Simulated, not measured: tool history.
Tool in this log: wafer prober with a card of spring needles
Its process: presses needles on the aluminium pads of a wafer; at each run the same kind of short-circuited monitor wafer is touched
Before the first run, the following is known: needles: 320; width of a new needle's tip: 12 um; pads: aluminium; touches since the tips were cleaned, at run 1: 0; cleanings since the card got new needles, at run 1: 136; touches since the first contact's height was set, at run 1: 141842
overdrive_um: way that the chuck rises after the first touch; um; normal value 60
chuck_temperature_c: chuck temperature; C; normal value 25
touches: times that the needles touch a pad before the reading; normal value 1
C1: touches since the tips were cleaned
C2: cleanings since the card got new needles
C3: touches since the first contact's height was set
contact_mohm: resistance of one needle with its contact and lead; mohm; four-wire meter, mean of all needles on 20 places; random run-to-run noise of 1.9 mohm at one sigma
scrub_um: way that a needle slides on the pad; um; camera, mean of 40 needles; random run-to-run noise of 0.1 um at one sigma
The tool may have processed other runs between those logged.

Run 1, hour 0.0: usual settings; C1 0; C2 136; C3 141842. Result: contact_mohm 209 mohm, scrub_um 15.09 um.
At hour 6.1: tips cleaned on abrasive film.
At hour 12.2: tips cleaned on abrasive film.
Run 2, hour 15.4: usual settings but touches 2; C1 2275; C2 138; C3 152518. Result: contact_mohm 248 mohm, scrub_um 15.04 um.
At hour 17.9: tips cleaned on abrasive film.
At hour 23.8: tips cleaned on abrasive film.
At hour 29.8: tips cleaned on abrasive film.
At hour 35.9: tips cleaned on abrasive film.
Run 3, hour 39.3: usual settings; C1 2363; C2 142; C3 168982. Result: contact_mohm 287 mohm, scrub_um 15.13 um.
At hour 41.8: tips cleaned on abrasive film.
At hour 47.9: tips cleaned on abrasive film.
At hour 53.0: tips cleaned on abrasive film.
Run 4, hour 53.0: usual settings but touches 3; C1 0; C2 145; C3 178371. Result: contact_mohm 204 mohm, scrub_um 14.94 um.
At hour 59.0: tips cleaned on abrasive film.
At hour 65.1: tips cleaned on abrasive film.
At hour 71.2: tips cleaned on abrasive film.
Run 5, hour 74.3: usual settings but touches 3; C1 2143; C2 148; C3 193111. Result: contact_mohm 225 mohm, scrub_um 14.84 um.
At hour 76.8: tips cleaned on abrasive film.
At hour 82.7: tips cleaned on abrasive film.
At hour 88.8: tips cleaned on abrasive film.
At hour 93.8: tips cleaned on abrasive film.
Run 6, hour 93.8: usual settings; C1 0; C2 152; C3 206531. Result: contact_mohm 208 mohm, scrub_um 14.78 um.
At hour 95.3: height of the first contact set anew.
At hour 100.2: tips cleaned on abrasive film.
At hour 106.2: tips cleaned on abrasive film.
At hour 112.3: tips cleaned on abrasive film.
At hour 117.5: tips cleaned on abrasive film.
Run 7, hour 117.5: usual settings; C1 0; C2 156; C3 15348. Result: contact_mohm 206 mohm, scrub_um 16.01 um.
At hour 123.5: tips cleaned on abrasive film.
At hour 129.6: tips cleaned on abrasive film.
At hour 135.6: tips cleaned on abrasive film.
Run 8, hour 139.4: usual settings but chuck_temperature_c 53 C; C1 2652; C2 159; C3 30488. Result: contact_mohm 286 mohm, scrub_um 15.84 um.
At hour 140.7: tips cleaned on abrasive film.
At hour 146.3: tips cleaned on abrasive film.
At hour 152.4: tips cleaned on abrasive film.
At hour 158.4: tips cleaned on abrasive film.
Run 9, hour 160.8: usual settings but chuck_temperature_c 53 C; C1 1689; C2 163; C3 45198. Result: contact_mohm 259 mohm, scrub_um 15.56 um.
At hour 163.3: tips cleaned on abrasive film.
At hour 169.2: tips cleaned on abrasive film.
Run 10, hour 173.6: usual settings but chuck_temperature_c 28 C, touches 2; C1 3049; C2 165; C3 54031. Result: contact_mohm 263 mohm, scrub_um 15.82 um.
At hour 174.9: tips cleaned on abrasive film.
At hour 180.8: tips cleaned on abrasive film.
Run 11, hour 185.4: usual settings but chuck_temperature_c 64 C, touches 3; C1 3275; C2 167; C3 62204. Result: contact_mohm 242 mohm, scrub_um 15.68 um.

What will run 12 give?
At hour 186.7: tips cleaned on abrasive film.
At hour 192.7: tips cleaned on abrasive film.
At hour 198.5: tips cleaned on abrasive film.
At hour 204.6: tips cleaned on abrasive film.
Run 12, hour 205.1: usual settings but chuck_temperature_c 64 C, touches 3; C1 370; C2 171; C3 75754. Result: contact_mohm ?, scrub_um ?.

Run 12 measured contact_mohm 219 mohm, scrub_um 15.62 um.
With the hidden condition absent and the run-to-run variation left alone, this run would have shown contact_mohm 205 mohm, scrub_um 16.13 um.

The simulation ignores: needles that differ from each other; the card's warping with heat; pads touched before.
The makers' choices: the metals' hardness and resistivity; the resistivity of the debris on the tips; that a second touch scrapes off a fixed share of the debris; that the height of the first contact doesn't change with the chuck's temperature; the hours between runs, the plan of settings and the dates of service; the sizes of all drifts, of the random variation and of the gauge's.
